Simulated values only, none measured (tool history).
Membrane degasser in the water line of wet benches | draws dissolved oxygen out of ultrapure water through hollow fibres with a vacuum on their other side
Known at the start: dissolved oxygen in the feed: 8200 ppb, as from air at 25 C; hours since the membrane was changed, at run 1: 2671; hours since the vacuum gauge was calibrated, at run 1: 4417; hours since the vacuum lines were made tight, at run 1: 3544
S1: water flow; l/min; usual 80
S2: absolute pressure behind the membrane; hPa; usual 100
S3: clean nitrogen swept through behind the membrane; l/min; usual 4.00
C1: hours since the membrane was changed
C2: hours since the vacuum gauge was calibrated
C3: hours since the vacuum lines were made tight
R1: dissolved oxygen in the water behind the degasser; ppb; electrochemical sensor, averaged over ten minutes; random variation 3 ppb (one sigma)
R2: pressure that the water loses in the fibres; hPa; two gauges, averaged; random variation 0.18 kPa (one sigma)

Run 1, hour 0.0: usual settings; C1 2671; C2 4417; C3 3544. Result: R1 310.6 ppb, R2 315.4 hPa.
Run 2, hour 142.9: usual settings; C1 2814; C2 4560; C3 3687. Result: R1 316.3 ppb, R2 314.9 hPa.
Run 3, hour 397.0: usual settings; C1 3068; C2 4814; C3 3941. Result: R1 308.6 ppb, R2 315.0 hPa.
Run 4, hour 560.0: usual settings; C1 3231; C2 4977; C3 4104. Result: R1 307.9 ppb, R2 321.6 hPa.
Run 5, hour 842.9: usual settings but S3 2.51 l/min; C1 3514; C2 5260; C3 4387. Result: R1 458.4 ppb, R2 319.1 hPa.
Run 6, hour 1137.0: usual settings; C1 3808; C2 5554; C3 4681. Result: R1 316.8 ppb, R2 321.4 hPa.
Run 7, hour 1330.8: usual settings but S2 233 hPa; C1 4002; C2 5748; C3 4875. Result: R1 838.0 ppb, R2 318.7 hPa.
Run 8, hour 1591.8: usual settings but S3 2.86 l/min; C1 4263; C2 6009; C3 5136. Result: R1 422.3 ppb, R2 318.3 hPa.
Run 9, hour 1764.6: usual settings but S1 56 l/min; C1 4436; C2 6182; C3 5309. Result: R1 224.8 ppb, R2 224.9 hPa.
Run 10, hour 1993.9: usual settings but S1 56 l/min; C1 4665; C2 6411; C3 5538. Result: R1 229.4 ppb, R2 224.7 hPa.
Run 11, hour 2223.5: usual settings but S1 56 l/min; C1 4895; C2 6641; C3 5768. Result: R1 229.3 ppb, R2 224.4 hPa.
At hour 2244.4: vacuum gauge calibrated.
Run 12, hour 2413.3: usual settings but S1 74 l/min; C1 5084; C2 169; C3 5957. Result: R1 303.8 ppb, R2 297.8 hPa.
Run 13, hour 2730.3: usual settings but S2 174 hPa; C1 5401; C2 486; C3 6274. Result: R1 624.5 ppb, R2 320.3 hPa.
Run 14, hour 2873.9: usual settings but S3 7.60 l/min; C1 5545; C2 630; C3 6418. Result: R1 188.5 ppb, R2 320.1 hPa.
Run 15, hour 3023.8: usual settings but S3 7.60 l/min; C1 5695; C2 779; C3 6568. Result: R1 189.4 ppb, R2 321.3 hPa.
Run 16, hour 3281.5: usual settings but S1 66 l/min, S3 7.60 l/min; C1 5952; C2 1037; C3 6825. Result: R1 155.0 ppb, R2 263.1 hPa.
Run 17, hour 3463.8: usual settings but S1 115 l/min, S2 129 hPa, S3 11.67 l/min; C1 6135; C2 1219; C3 7008. Result: R1 270.8 ppb, R2 462.6 hPa.
At hour 3676.6: vacuum gauge calibrated, once more.
Run 18, hour 3714.3: usual settings but S2 239 hPa; C1 6385; C2 38; C3 7258. Result: R1 858.3 ppb, R2 324.0 hPa.
Run 19, hour 4004.2: usual settings but S3 3.41 l/min; C1 6674; C2 328; C3 7547. Result: R1 346.8 ppb, R2 326.1 hPa.
Run 20, hour 4300.0: usual settings but S3 3.41 l/min; C1 6970; C2 623; C3 7843. Result: R1 347.8 ppb, R2 325.1 hPa.
Run 21, hour 4548.0: usual settings but S3 3.41 l/min; C1 7218; C2 871; C3 8091. Result: R1 342.6 ppb, R2 323.9 hPa.
Run 22, hour 4761.8: usual settings but S1 125 l/min, S2 160 hPa, S3 2.09 l/min; C1 7432; C2 1085; C3 8305. Result: R1 1290.0 ppb, R2 512.2 hPa.
Run 23, hour 4918.3: usual settings but S1 125 l/min, S2 160 hPa, S3 2.09 l/min; C1 7589; C2 1242; C3 8462. Result: R1 1281.5 ppb, R2 508.1 hPa.
Run 24, hour 5114.3: usual settings but S1 125 l/min, S2 160 hPa, S3 2.09 l/min; C1 7784; C2 1438; C3 8658. Result: R1 1292.7 ppb, R2 509.2 hPa.
Run 25, hour 5258.0: usual settings but S2 95 hPa; C1 7928; C2 1581; C3 8801. Result: R1 293.8 ppb, R2 325.1 hPa.
Run 26, hour 5408.4: usual settings but S1 56 l/min, S2 214 hPa, S3 2.09 l/min; C1 8079; C2 1732; C3 8952. Result: R1 961.7 ppb, R2 229.3 hPa.
Run 27, hour 5597.0: usual settings but S1 56 l/min, S2 214 hPa, S3 2.09 l/min; C1 8267; C2 1920; C3 9140. Result: R1 962.7 ppb, R2 229.2 hPa.
Run 28, hour 5890.6: usual settings but S1 49 l/min, S3 2.43 l/min; C1 8561; C2 2214; C3 9434. Result: R1 304.1 ppb, R2 201.4 hPa.
Run 29, hour 6217.1: usual settings but S1 73 l/min, S2 138 hPa, S3 2.43 l/min; C1 8887; C2 2540; C3 9760. Result: R1 642.8 ppb, R2 301.5 hPa.
Run 30, hour 6429.1: usual settings but S1 73 l/min, S2 138 hPa, S3 2.43 l/min; C1 9099; C2 2752; C3 9972. Result: R1 639.9 ppb, R2 301.6 hPa.
Run 31, hour 6710.0: usual settings but S3 2.24 l/min; C1 9380; C2 3033; C3 10253. Result: R1 488.0 ppb, R2 327.9 hPa.

How the hidden state differs across the entries between the runs, from the last listed run before each to the first after it:
Between runs 11 and 12: vacuum gauge calibrated (hour 2244.4)
  membrane still open, %: 97.3 -> 97.2; true pressure behind the membrane over the reading, kPa: 0.3 -> 0.44; air that leaks in behind the membrane, l/min: 0.0145 -> 0.0149
  measured less the result without the state, R1: +10.7 -> +19.7 ppb; R2: +6.1 -> +8.4 hPa
Between runs 17 and 18: vacuum gauge calibrated, once more (hour 3676.6)
  membrane still open, %: 96.6 -> 96.4; true pressure behind the membrane over the reading, kPa: 0.49 -> 0; air that leaks in behind the membrane, l/min: 0.017 -> 0.0176
  measured less the result without the state, R1: +18.3 -> +4.9 ppb; R2: +15.7 -> +11.5 hPa
